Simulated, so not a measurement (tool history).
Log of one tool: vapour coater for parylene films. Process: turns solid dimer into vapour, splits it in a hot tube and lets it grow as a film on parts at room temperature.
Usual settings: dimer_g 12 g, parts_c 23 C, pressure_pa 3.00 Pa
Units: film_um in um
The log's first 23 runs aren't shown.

{"run": 24, "hour": 861.4, "dimer_g": 12, "parts_c": 22, "pressure_pa": 3.5, "film_um": 7.59}
{"run": 25, "hour": 898.9, "dimer_g": 12, "parts_c": 22, "pressure_pa": 3.5, "film_um": 7.56}
{"run": 26, "hour": 925.7, "dimer_g": 15, "parts_c": 18, "pressure_pa": 3.0, "film_um": 10.42}
{"hour": 943.9, "done": "trap's valve overhauled"}
{"run": 27, "hour": 975.6, "dimer_g": 15, "parts_c": 18, "pressure_pa": 3.0, "film_um": 11.95}
{"run": 28, "hour": 1016.5, "dimer_g": 12, "parts_c": 23, "pressure_pa": 3.0, "film_um": 8.58}
{"run": 29, "hour": 1062.1, "dimer_g": 19, "parts_c": 29, "pressure_pa": 6.94, "film_um": 10.2}
{"run": 30, "hour": 1088.6, "dimer_g": 19, "parts_c": 29, "pressure_pa": 6.94, "film_um": 9.98}
{"run": 31, "hour": 1136.9, "dimer_g": 19, "parts_c": 32, "pressure_pa": 5.14, "film_um": 10.04}
{"run": 32, "hour": 1162.2, "dimer_g": 16, "parts_c": 29, "pressure_pa": 4.2, "film_um": 9.25}
{"run": 33, "hour": 1207.1, "dimer_g": 16, "parts_c": 18, "pressure_pa": 7.42, "film_um": 9.87}
{"run": 34, "hour": 1247.8, "dimer_g": 16, "parts_c": 18, "pressure_pa": 7.42, "film_um": 9.89}
{"run": 35, "hour": 1285.3, "dimer_g": 13, "parts_c": 19, "pressure_pa": 5.53, "film_um": 8.26}
{"run": 36, "hour": 1335.8, "dimer_g": 13, "parts_c": 19, "pressure_pa": 5.53, "film_um": 8.21}
{"run": 37, "hour": 1369.8, "dimer_g": 13, "parts_c": 19, "pressure_pa": 5.53, "film_um": 8.18}
{"run": 38, "hour": 1413.2, "dimer_g": 13, "parts_c": 29, "pressure_pa": 3.0, "film_um": 7.52}
{"run": 39, "hour": 1439.9, "dimer_g": 5, "parts_c": 23, "pressure_pa": 7.87, "film_um": 2.7}
{"run": 40, "hour": 1466.9, "dimer_g": 20, "parts_c": 23, "pressure_pa": 4.02, "film_um": 12.25}
{"run": 41, "hour": 1493.2, "dimer_g": 20, "parts_c": 23, "pressure_pa": 4.02, "film_um": 12.25}

Forecast each of these 4 alternatives for the next run:
{"run": "A", "hour": 1540.2, "dimer_g": 20, "parts_c": 22, "pressure_pa": 3.77, "film_um": "?"}
{"run": "B", "hour": 1540.2, "dimer_g": 9, "parts_c": 22, "pressure_pa": 5.32, "film_um": "?"}
{"run": "C", "hour": 1540.2, "dimer_g": 14, "parts_c": 31, "pressure_pa": 3.19, "film_um": "?"}
{"run": "D", "hour": 1540.2, "dimer_g": 12, "parts_c": 33, "pressure_pa": 3.0, "film_um": "?"}

run=A film_um=12.41
run=B film_um=5.22
run=C film_um=7.62
run=D film_um=6.42
Without the tool's hidden state the same runs would have given:
run=A film_um=14.01
run=B film_um=5.89
run=C film_um=8.61
run=D film_um=7.25

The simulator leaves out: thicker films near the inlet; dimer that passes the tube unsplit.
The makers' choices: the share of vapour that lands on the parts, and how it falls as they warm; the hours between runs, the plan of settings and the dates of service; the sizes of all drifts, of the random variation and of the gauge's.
